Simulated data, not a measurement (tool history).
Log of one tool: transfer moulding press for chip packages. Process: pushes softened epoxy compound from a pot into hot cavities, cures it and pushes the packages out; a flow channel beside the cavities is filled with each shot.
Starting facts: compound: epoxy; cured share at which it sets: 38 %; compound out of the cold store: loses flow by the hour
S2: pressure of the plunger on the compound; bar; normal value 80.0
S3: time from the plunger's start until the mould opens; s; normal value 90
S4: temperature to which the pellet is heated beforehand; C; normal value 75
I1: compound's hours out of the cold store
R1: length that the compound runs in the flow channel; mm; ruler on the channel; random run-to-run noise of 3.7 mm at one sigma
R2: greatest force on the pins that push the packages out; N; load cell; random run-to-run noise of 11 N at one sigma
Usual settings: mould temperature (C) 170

run 1 hour=0.0 | mould_temperature_(C)=170 S2=80.0 S3=90 S4=75 | I1=17.5 | R1=971 R2=508
run 2 hour=10.3 | mould_temperature_(C)=170 S2=80.0 S3=90 S4=75 | I1=33.0 | R1=884 R2=496
run 3 hour=23.5 | mould_temperature_(C)=170 S2=80.0 S3=76 S4=75 | I1=12.9 | R1=999 R2=711
run 4 hour=32.0 | mould_temperature_(C)=170 S2=80.0 S3=90 S4=75 | I1=42.9 | R1=823 R2=473
run 5 hour=44.6 | mould_temperature_(C)=170 S2=80.0 S3=90 S4=75 | I1=20.0 | R1=955 R2=511
run 6 hour=56.0 | mould_temperature_(C)=170 S2=80.0 S3=90 S4=75 | I1=14.7 | R1=987 R2=495
run 7 hour=67.0 | mould_temperature_(C)=170 S2=80.0 S3=90 S4=83 | I1=27.0 | R1=905 R2=489
run 8 hour=79.6 | mould_temperature_(C)=170 S2=69.8 S3=90 S4=83 | I1=38.7 | R1=795 R2=476
-- hour=90.0 cavities cleaned with cleaning compound and waxed
run 9 hour=90.0 | mould_temperature_(C)=170 S2=69.8 S3=90 S4=83 | I1=43.4 | R1=773 R2=476
run 10 hour=101.4 | mould_temperature_(C)=170 S2=69.8 S3=90 S4=83 | I1=39.8 | R1=791 R2=484
run 11 hour=115.9 | mould_temperature_(C)=177 S2=69.8 S3=90 S4=83 | I1=22.4 | R1=863 R2=416
run 12 hour=126.4 | mould_temperature_(C)=177 S2=69.8 S3=90 S4=83 | I1=10.3 | R1=933 R2=449
run 13 hour=133.4 | mould_temperature_(C)=170 S2=80.0 S3=90 S4=77 | I1=43.8 | R1=828 R2=491
run 14 hour=140.8 | mould_temperature_(C)=170 S2=80.0 S3=90 S4=77 | I1=14.8 | R1=984 R2=515
run 15 hour=147.7 | mould_temperature_(C)=170 S2=67.9 S3=90 S4=75 | I1=9.5 | R1=937 R2=508
run 16 hour=154.9 | mould_temperature_(C)=170 S2=68.1 S3=90 S4=72 | I1=25.8 | R1=846 R2=493
run 17 hour=165.5 | mould_temperature_(C)=164 S2=97.5 S3=90 S4=75 | I1=43.5 | R1=923 R2=630
run 18 hour=172.7 | mould_temperature_(C)=164 S2=97.5 S3=90 S4=75 | I1=24.9 | R1=1034 R2=652
run 19 hour=183.5 | mould_temperature_(C)=164 S2=97.5 S3=90 S4=75 | I1=15.5 | R1=1098 R2=686
-- hour=189.8 cavities cleaned with cleaning compound and waxed
run 20 hour=195.9 | mould_temperature_(C)=178 S2=61.3 S3=92 S4=72 | I1=12.9 | R1=863 R2=432
run 21 hour=205.1 | mould_temperature_(C)=178 S2=61.3 S3=92 S4=72 | I1=15.6 | R1=842 R2=413
run 22 hour=218.8 | mould_temperature_(C)=178 S2=61.3 S3=92 S4=72 | I1=8.9 | R1=887 R2=413
run 23 hour=231.3 | mould_temperature_(C)=176 S2=65.5 S3=78 S4=75 | I1=27.7 | R1=818 R2=495
run 24 hour=242.8 | mould_temperature_(C)=170 S2=65.5 S3=98 S4=75 | I1=14.0 | R1=895 R2=467
run 25 hour=254.5 | mould_temperature_(C)=170 S2=77.8 S3=88 S4=75 | I1=36.9 | R1=851 R2=512
run 26 hour=266.1 | mould_temperature_(C)=170 S2=74.7 S3=87 S4=75 | I1=47.8 | R1=780 R2=492
run 27 hour=277.8 | mould_temperature_(C)=168 S2=80.0 S3=90 S4=75 | I1=12.3 | R1=1011 R2=560
run 28 hour=286.6 | mould_temperature_(C)=168 S2=80.0 S3=90 S4=75 | I1=20.1 | R1=961 R2=564
-- hour=289.4 cavities cleaned with cleaning compound and waxed
run 29 hour=298.0 | mould_temperature_(C)=171 S2=80.0 S3=88 S4=73 | I1=41.7 | R1=833 R2=479

Below are 4 alternative next runs, each starting from the tool's condition after run 29. Predict each:
run A hour=310.3 | mould_temperature_(C)=171 S2=80.0 S3=97 S4=73 | I1=9.9 | R1=? R2=?
run B hour=310.3 | mould_temperature_(C)=171 S2=63.1 S3=72 S4=74 | I1=21.6 | R1=? R2=?
run C hour=310.3 | mould_temperature_(C)=170 S2=80.0 S3=128 S4=68 | I1=26.8 | R1=? R2=?
run D hour=310.3 | mould_temperature_(C)=170 S2=80.0 S3=99 S4=75 | I1=31.5 | R1=? R2=?

run=A R1=1017 R2=459
run=B R1=839 R2=745
run=C R1=912 R2=420
run=D R1=895 R2=444
Take away the tool's hidden state, keep each run's random variation, and the runs would have read:
run=A R1=1018 R2=457
run=B R1=839 R2=743
run=C R1=913 R2=418
run=D R1=895 R2=442
